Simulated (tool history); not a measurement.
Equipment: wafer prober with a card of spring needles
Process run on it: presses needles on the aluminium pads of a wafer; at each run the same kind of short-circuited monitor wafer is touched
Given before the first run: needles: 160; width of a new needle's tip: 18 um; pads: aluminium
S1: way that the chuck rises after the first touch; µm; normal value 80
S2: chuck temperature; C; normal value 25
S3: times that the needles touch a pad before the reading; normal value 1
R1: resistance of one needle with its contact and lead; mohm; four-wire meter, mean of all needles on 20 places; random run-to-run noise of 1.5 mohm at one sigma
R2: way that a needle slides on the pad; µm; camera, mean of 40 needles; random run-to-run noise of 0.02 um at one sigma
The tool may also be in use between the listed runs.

Run 1, hour 0: usual settings. Result: R1 216 mohm, R2 11.67 µm.
At hour 4.3: tips cleaned on abrasive film.
Run 2, hour 12.9: usual settings. Result: R1 215 mohm, R2 11.71 µm.
At hour 17.6: tips cleaned on abrasive film.
Run 3, hour 23.4: usual settings. Result: R1 199 mohm, R2 11.67 µm.
At hour 30.6: tips cleaned on abrasive film.
Run 4, hour 37.9: usual settings but S1 82 µm. Result: R1 210 mohm, R2 11.98 µm.
At hour 43.8: tips cleaned on abrasive film.
Run 5, hour 51.7: usual settings. Result: R1 213 mohm, R2 11.65 µm.
At hour 56.6: tips cleaned on abrasive film.
At hour 56.9: height of the first contact set anew.
Run 6, hour 59.5: usual settings but S1 98 µm. Result: R1 159 mohm, R2 14.57 µm.
At hour 70: tips cleaned on abrasive film.
Run 7, hour 74.1: usual settings. Result: R1 188 mohm, R2 11.93 µm.
At hour 82.8: tips cleaned on abrasive film.
Run 8, hour 87.8: usual settings but S2 64 C. Result: R1 195 mohm, R2 11.88 µm.
At hour 96: tips cleaned on abrasive film.
Run 9, hour 96.6: usual settings. Result: R1 154 mohm, R2 11.87 µm.
Run 10, hour 106.1: usual settings. Result: R1 224 mohm, R2 11.87 µm.
At hour 109: tips cleaned on abrasive film.
Run 11, hour 118.5: usual settings. Result: R1 219 mohm, R2 11.87 µm.
At hour 121.7: tips cleaned on abrasive film.
Run 12, hour 127.3: usual settings but S2 79 C. Result: R1 201 mohm, R2 11.85 µm.
At hour 134.8: tips cleaned on abrasive film.
Run 13, hour 142.1: usual settings but S2 66 C. Result: R1 213 mohm, R2 11.85 µm.
At hour 148.7: tips cleaned on abrasive film.
Run 14, hour 153: usual settings but S2 66 C. Result: R1 195 mohm, R2 11.88 µm.
At hour 161.8: tips cleaned on abrasive film.
Run 15, hour 161.9: usual settings but S2 66 C. Result: R1 156 mohm, R2 11.83 µm.
Run 16, hour 171.4: usual settings but S2 66 C, S3 3. Result: R1 174 mohm, R2 11.85 µm.
At hour 175.1: tips cleaned on abrasive film.
Run 17, hour 179.1: usual settings but S2 66 C, S3 3. Result: R1 164 mohm, R2 11.85 µm.
At hour 188.3: tips cleaned on abrasive film.
Run 18, hour 190.9: usual settings but S1 62 µm, S2 43 C, S3 3. Result: R1 169 mohm, R2 9.17 µm.

Run 19, settings as shown, results not yet in. Your forecast:
At hour 201.1: tips cleaned on abrasive film.
Run 19, hour 203.5: usual settings but S1 87 µm, S2 32 C. Result: R1 ?, R2 ?.

{"run 19": {"R1": 169, "R2": 12.86}}
With the hidden condition absent and the run-to-run variation left alone, this run would have shown R1 140 mohm, R2 12.96 µm.

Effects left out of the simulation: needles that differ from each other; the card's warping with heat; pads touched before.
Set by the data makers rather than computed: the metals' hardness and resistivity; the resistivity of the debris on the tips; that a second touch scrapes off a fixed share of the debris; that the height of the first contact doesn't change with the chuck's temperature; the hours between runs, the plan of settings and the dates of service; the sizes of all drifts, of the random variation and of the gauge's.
